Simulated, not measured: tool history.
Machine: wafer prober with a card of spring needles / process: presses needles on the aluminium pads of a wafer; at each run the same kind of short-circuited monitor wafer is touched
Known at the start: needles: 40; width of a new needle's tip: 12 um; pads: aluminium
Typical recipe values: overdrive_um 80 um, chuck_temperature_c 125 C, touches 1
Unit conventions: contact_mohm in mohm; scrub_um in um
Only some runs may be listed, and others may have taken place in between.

run,hour,overdrive_um,chuck_temperature_c,touches,contact_mohm,scrub_um
1,0,80,125,1,140,10.65
# hour 11.3: tips cleaned on abrasive film
# hour 24.2: tips cleaned on abrasive film
2,24.2,80,125,3,141,10.7
# hour 36.8: tips cleaned on abrasive film
# hour 51.7: tips cleaned on abrasive film
# hour 67.2: tips cleaned on abrasive film
# hour 75.2: height of the first contact set anew
3,75.2,80,125,1,139,10.68
# hour 81.5: tips cleaned on abrasive film
# hour 95.3: tips cleaned on abrasive film
4,96.7,80,125,1,139,10.69
# hour 109.1: tips cleaned on abrasive film
# hour 124.8: tips cleaned on abrasive film
5,133,80,125,1,140,10.7
# hour 138.3: tips cleaned on abrasive film
# hour 153.1: tips cleaned on abrasive film
6,159.5,80,99,1,134,10.69
# hour 168.5: tips cleaned on abrasive film
# hour 182.8: tips cleaned on abrasive film
# hour 198.1: tips cleaned on abrasive film
7,200.2,85,49,1,126,11.4
# hour 211.8: tips cleaned on abrasive film
# hour 226.5: tips cleaned on abrasive film
8,227.3,99,49,1,123,13.23

Run 9 comes next. What will it give?
# hour 240.1: tips cleaned on abrasive film
# hour 254.9: tips cleaned on abrasive film
9,255.8,99,49,1,?,?

{"run 9": {"contact_mohm": 126, "scrub_um": 13.26}}
Had the tool carried no hidden state, the very same run would have given contact_mohm 126 mohm, scrub_um 13.22 um.

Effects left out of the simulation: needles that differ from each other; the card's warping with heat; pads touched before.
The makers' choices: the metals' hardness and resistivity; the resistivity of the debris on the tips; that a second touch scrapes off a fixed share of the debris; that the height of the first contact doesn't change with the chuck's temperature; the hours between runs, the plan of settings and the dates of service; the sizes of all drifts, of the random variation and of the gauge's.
